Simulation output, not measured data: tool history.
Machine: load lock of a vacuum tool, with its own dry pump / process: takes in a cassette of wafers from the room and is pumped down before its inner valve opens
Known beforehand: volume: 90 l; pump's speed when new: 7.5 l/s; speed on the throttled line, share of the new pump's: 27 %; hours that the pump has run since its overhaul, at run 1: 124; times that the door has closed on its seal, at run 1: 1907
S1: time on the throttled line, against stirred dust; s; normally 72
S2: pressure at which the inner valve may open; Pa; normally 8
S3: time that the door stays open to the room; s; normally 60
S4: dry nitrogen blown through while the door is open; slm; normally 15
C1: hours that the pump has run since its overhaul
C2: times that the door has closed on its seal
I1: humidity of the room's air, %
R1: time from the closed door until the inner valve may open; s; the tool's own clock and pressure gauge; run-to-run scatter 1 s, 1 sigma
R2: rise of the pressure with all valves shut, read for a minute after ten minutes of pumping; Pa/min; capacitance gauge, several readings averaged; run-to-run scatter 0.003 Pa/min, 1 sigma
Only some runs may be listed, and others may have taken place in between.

{"run": 1, "day": 0.0, "S1": 72, "S2": 8, "S3": 60, "S4": 15, "C1": 124, "C2": 1907, "I1": 47.3, "R1": 165.1, "R2": 0.046}
{"run": 2, "day": 4.517, "S1": 72, "S2": 8, "S3": 60, "S4": 15, "C1": 232, "C2": 2438, "I1": 46.3, "R1": 166.8, "R2": 0.052}
{"run": 3, "day": 10.279, "S1": 72, "S2": 8, "S3": 60, "S4": 15, "C1": 370, "C2": 3116, "I1": 47.0, "R1": 166.5, "R2": 0.057}
{"run": 4, "day": 14.446, "S1": 72, "S2": 8, "S3": 60, "S4": 15, "C1": 470, "C2": 3605, "I1": 44.4, "R1": 168.4, "R2": 0.054}
{"run": 5, "day": 22.612, "S1": 72, "S2": 8, "S3": 60, "S4": 15, "C1": 666, "C2": 4566, "I1": 44.8, "R1": 170.0, "R2": 0.057}
{"run": 6, "day": 28.833, "S1": 72, "S2": 8, "S3": 60, "S4": 15, "C1": 815, "C2": 5297, "I1": 45.5, "R1": 166.5, "R2": 0.06}
{"run": 7, "day": 35.204, "S1": 72, "S2": 8, "S3": 60, "S4": 15, "C1": 968, "C2": 6046, "I1": 47.0, "R1": 167.7, "R2": 0.064}
{"run": 8, "day": 40.071, "S1": 72, "S2": 8, "S3": 60, "S4": 15, "C1": 1085, "C2": 6619, "I1": 47.2, "R1": 167.6, "R2": 0.066}
{"run": 9, "day": 44.321, "S1": 72, "S2": 8, "S3": 60, "S4": 15, "C1": 1187, "C2": 7118, "I1": 44.7, "R1": 169.0, "R2": 0.066}
{"run": 10, "day": 52.625, "S1": 72, "S2": 8, "S3": 60, "S4": 15, "C1": 1387, "C2": 8095, "I1": 49.1, "R1": 170.4, "R2": 0.072}
{"run": 11, "day": 59.717, "S1": 72, "S2": 8, "S3": 60, "S4": 15, "C1": 1557, "C2": 8929, "I1": 46.0, "R1": 170.6, "R2": 0.075}
{"run": 12, "day": 67.3, "S1": 72, "S2": 8, "S3": 60, "S4": 15, "C1": 1739, "C2": 9821, "I1": 38.6, "R1": 169.9, "R2": 0.067}
{"run": 13, "day": 71.062, "S1": 72, "S2": 8, "S3": 60, "S4": 23, "C1": 1829, "C2": 10263, "I1": 44.1, "R1": 169.7, "R2": 0.065}
{"run": 14, "day": 75.004, "S1": 72, "S2": 8, "S3": 71, "S4": 23, "C1": 1924, "C2": 10726, "I1": 41.3, "R1": 170.9, "R2": 0.068}
{"run": 15, "day": 79.646, "S1": 72, "S2": 8, "S3": 71, "S4": 23, "C1": 2035, "C2": 11272, "I1": 45.8, "R1": 170.2, "R2": 0.081}
{"run": 16, "day": 85.721, "S1": 72, "S2": 8, "S3": 71, "S4": 23, "C1": 2181, "C2": 11987, "I1": 45.7, "R1": 171.3, "R2": 0.074}
{"run": 17, "day": 93.446, "S1": 72, "S2": 8, "S3": 71, "S4": 23, "C1": 2366, "C2": 12895, "I1": 44.7, "R1": 170.7, "R2": 0.082}
{"run": 18, "day": 98.892, "S1": 61, "S2": 8, "S3": 26, "S4": 23, "C1": 2497, "C2": 13535, "I1": 44.5, "R1": 162.8, "R2": 0.069}
{"run": 19, "day": 102.488, "S1": 39, "S2": 16, "S3": 60, "S4": 15, "C1": 2583, "C2": 13958, "I1": 44.8, "R1": 138.8, "R2": 0.096}
{"run": 20, "day": 110.254, "S1": 102, "S2": 10, "S3": 101, "S4": 15, "C1": 2770, "C2": 14871, "I1": 42.9, "R1": 191.3, "R2": 0.101}
{"run": 21, "day": 114.942, "S1": 36, "S2": 15, "S3": 134, "S4": 11, "C1": 2882, "C2": 15422, "I1": 47.1, "R1": 138.2, "R2": 0.124}
{"run": 22, "day": 121.404, "S1": 36, "S2": 15, "S3": 134, "S4": 11, "C1": 3037, "C2": 16182, "I1": 44.6, "R1": 138.6, "R2": 0.134}
{"run": 23, "day": 128.412, "S1": 36, "S2": 15, "S3": 134, "S4": 11, "C1": 3205, "C2": 17007, "I1": 46.0, "R1": 139.5, "R2": 0.137}
{"run": 24, "day": 134.821, "S1": 72, "S2": 8, "S3": 60, "S4": 5, "C1": 3359, "C2": 17760, "I1": 46.1, "R1": 172.5, "R2": 0.124}
{"run": 25, "day": 142.925, "S1": 113, "S2": 12, "S3": 100, "S4": 26, "C1": 3554, "C2": 18713, "I1": 47.0, "R1": 199.8, "R2": 0.122}
{"run": 26, "day": 146.483, "S1": 95, "S2": 14, "S3": 91, "S4": 8, "C1": 3639, "C2": 19131, "I1": 43.6, "R1": 183.7, "R2": 0.137}
{"run": 27, "day": 150.1, "S1": 87, "S2": 11, "S3": 60, "S4": 16, "C1": 3726, "C2": 19557, "I1": 43.8, "R1": 181.9, "R2": 0.12}
{"run": 28, "day": 155.238, "S1": 87, "S2": 16, "S3": 43, "S4": 14, "C1": 3849, "C2": 20161, "I1": 43.7, "R1": 173.1, "R2": 0.119}
{"run": 29, "day": 162.158, "S1": 87, "S2": 14, "S3": 97, "S4": 5, "C1": 4015, "C2": 20975, "I1": 47.2, "R1": 177.4, "R2": 0.156}
{"run": 30, "day": 165.658, "S1": 71, "S2": 7, "S3": 60, "S4": 13, "C1": 4099, "C2": 21386, "I1": 47.2, "R1": 175.6, "R2": 0.13}
{"run": 31, "day": 169.212, "S1": 72, "S2": 8, "S3": 60, "S4": 13, "C1": 4185, "C2": 21804, "I1": 46.1, "R1": 175.2, "R2": 0.137}

Each row is a separate what-if for the run after 31, all from the same tool condition, not one after another. Results?
{"run": "A", "day": 175.571, "S1": 72, "S2": 15, "S3": 31, "S4": 13, "C1": 4337, "C2": 22552, "I1": 45.0, "R1": "?", "R2": "?"}
{"run": "B", "day": 175.571, "S1": 38, "S2": 7, "S3": 32, "S4": 13, "C1": 4337, "C2": 22552, "I1": 46.4, "R1": "?", "R2": "?"}
{"run": "C", "day": 175.571, "S1": 51, "S2": 8, "S3": 31, "S4": 13, "C1": 4337, "C2": 22552, "I1": 44.5, "R1": "?", "R2": "?"}

run=A R1=166.0 R2=0.130
run=B R1=155.4 R2=0.130
run=C R1=161.1 R2=0.132
With no hidden state in the tool, these same runs would have given:
run=A R1=157.7 R2=0.037
run=B R1=145.2 R2=0.038
run=C R1=151.8 R2=0.037

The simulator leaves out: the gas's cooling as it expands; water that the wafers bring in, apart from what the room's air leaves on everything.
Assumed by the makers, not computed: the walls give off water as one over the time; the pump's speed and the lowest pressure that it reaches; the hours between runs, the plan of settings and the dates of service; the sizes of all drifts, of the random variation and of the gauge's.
